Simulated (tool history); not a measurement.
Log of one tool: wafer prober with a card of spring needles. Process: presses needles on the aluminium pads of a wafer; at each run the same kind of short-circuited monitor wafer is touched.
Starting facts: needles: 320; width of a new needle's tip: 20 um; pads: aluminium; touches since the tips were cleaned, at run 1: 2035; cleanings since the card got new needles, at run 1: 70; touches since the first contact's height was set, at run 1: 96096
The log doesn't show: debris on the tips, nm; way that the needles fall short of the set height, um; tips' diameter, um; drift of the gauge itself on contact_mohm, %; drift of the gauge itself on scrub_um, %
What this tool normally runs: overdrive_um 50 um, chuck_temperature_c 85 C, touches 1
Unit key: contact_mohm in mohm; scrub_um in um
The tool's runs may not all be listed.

run     day  overdrive_um  chuck_temperature_c  touches  touches since the tips were cleaned  cleanings since the card got new needles  touches since the first contact's height was set  contact_mohm  scrub_um
  1       0            50                   85        1                                 2035                                        70                                             96096           315     10.85
        0.6  -- tips cleaned on abrasive film
      1.392  -- tips cleaned on abrasive film
  2   1.562            50                   85        1                                 1467                                        72                                            109495           291      10.8
      2.083  -- tips cleaned on abrasive film
  3   2.617            50                   71        1                                 4622                                        73                                            118551           331     10.82
      2.792  -- tips cleaned on abrasive film
      3.533  -- tips cleaned on abrasive film
  4   3.771            47                   85        1                                 2056                                        75                                            128415           324     10.12
      4.033  -- height of the first contact set anew
      4.338  -- tips cleaned on abrasive film
      5.012  -- tips cleaned on abrasive film
  5   5.471            47                   85        1                                 3926                                        77                                             12291           338     10.32
      5.771  -- tips cleaned on abrasive film
       6.45  -- tips cleaned on abrasive film
  6   6.517            47                   85        1                                  589                                        79                                             21248           284     10.28
      7.183  -- tips cleaned on abrasive film
      7.992  -- tips cleaned on abrasive film
  7   8.083            47                   85        1                                  803                                        81                                             34677           291      10.3
      8.696  -- tips cleaned on abrasive film
      9.508  -- tips cleaned on abrasive film
  8   9.871            47                   85        1                                 3123                                        83                                             49990           335     10.27
     10.188  -- tips cleaned on abrasive film
     10.854  -- tips cleaned on abrasive film, once more
  9  11.358            50                   85        2                                 4362                                        85                                             62752           304     10.88
     11.675  -- tips cleaned on abrasive film
     12.429  -- tips cleaned on abrasive film
 10  12.575            50                   85        2                                 1279                                        87                                             73170           278     10.89
     13.142  -- tips cleaned on abrasive film
     13.846  -- tips cleaned on abrasive film
 11  13.846            50                   85        2                                    0                                        89                                             84052           253     10.85
     14.533  -- tips cleaned on abrasive film
     15.212  -- tips cleaned on abrasive film
 12  15.392            50                   85        2                                 1515                                        91                                             97268           282     10.84
     15.929  -- tips cleaned on abrasive film
     16.658  -- tips cleaned on abrasive film
 13  17.146            50                   85        2                                 4197                                        93                                            112318           306     10.81
     17.421  -- tips cleaned on abrasive film
     18.112  -- tips cleaned on abrasive film
 14  18.458            50                   65        1                                 2973                                        95                                            123547           317     10.78
     18.862  -- tips cleaned on abrasive film
     19.379  -- height of the first contact set anew
     19.679  -- tips cleaned on abrasive film
 15  20.188            50                   65        1                                 4394                                        97                                              6918           327     10.97
     20.462  -- tips cleaned on abrasive film
     21.279  -- tips cleaned on abrasive film
 16  21.279            50                   65        1                                    0                                        99                                             16264           261     10.97
     22.079  -- tips cleaned on abrasive film
     22.838  -- tips cleaned on abrasive film
 17  22.996            46                   85        1                                 1388                                       101                                             30982           311     10.06
     23.638  -- tips cleaned on abrasive film
     24.392  -- tips cleaned on abrasive film
 18  24.471            50                   85        1                                  689                                       103                                             43617           285     10.93
     25.083  -- tips cleaned on abrasive film
 19  25.492            50                   76        2                                 3495                                       104                                             52357           303     10.92
     25.833  -- tips cleaned on abrasive film
     26.554  -- tips cleaned on abrasive film
 20  26.558            36                   27        2                                   21                                       106                                             61480           250      7.83
       27.3  -- tips cleaned on abrasive film
     28.008  -- tips cleaned on abrasive film
 21  28.075            50                   85        1                                  559                                       108                                             74486           280     10.85
     28.754  -- tips cleaned on abrasive film
 22  28.854            50                   49        3                                  856                                       109                                             81162           260     10.88
     29.492  -- tips cleaned on abrasive film
 23  29.721            42                   62        2                                 1966                                       110                                             88594           300       9.1
     30.238  -- tips cleaned on abrasive film
     30.996  -- tips cleaned on abrasive film
 24  31.146            35                   85        3                                 1284                                       112                                            100794           295      7.53
     31.679  -- tips cleaned on abrasive film
      32.45  -- tips cleaned on abrasive film
 25   32.65            30                   44        2                                 1728                                       114                                            113688           343      6.41
     33.246  -- tips cleaned on abrasive film
     33.975  -- tips cleaned on abrasive film
 26  34.125            50                   44        2                                 1313                                       116                                            126350           270     10.79
     34.625  -- height of the first contact set anew
     34.788  -- tips cleaned on abrasive film
 27  34.921            50                   57        1                                 1154                                       117                                              2525           295     10.98
     35.533  -- tips cleaned on abrasive film
     36.283  -- tips cleaned on abrasive film
 28  36.283            32                   67        2                                    0                                       119                                             14171           275      7.02
         37  -- tips cleaned on abrasive film
     37.696  -- tips cleaned on abrasive film
 29  37.929            32                   67        2                                 2014                                       121                                             28304           346      6.98
     38.383  -- tips cleaned on abrasive film
 30  38.683            50                   29        1                                 2594                                       122                                             34753           308     10.97

3 options for the next run, each taken on its own from the tool as it stands now. Forecast them:
     39.146  -- tips cleaned on abrasive film
     39.879  -- tips cleaned on abrasive film
  A  40.054            50                  102        1                                 1527                                       124                                             46510             ?         ?
     39.146  -- tips cleaned on abrasive film
     39.879  -- tips cleaned on abrasive film
  B  40.054            36                  105        1                                 1527                                       124                                             46510             ?         ?
     39.146  -- tips cleaned on abrasive film
     39.879  -- tips cleaned on abrasive film
  C  40.054            54                   85        2                                 1527                                       124                                             46510             ?         ?

run  contact_mohm  scrub_um
  A           311     10.93
  B           370      7.83
  C           278     11.81
Without the tool's unlogged condition, the same runs would have read:
run  contact_mohm  scrub_um
  A           259        11
  B           273       7.9
  C           250     11.87
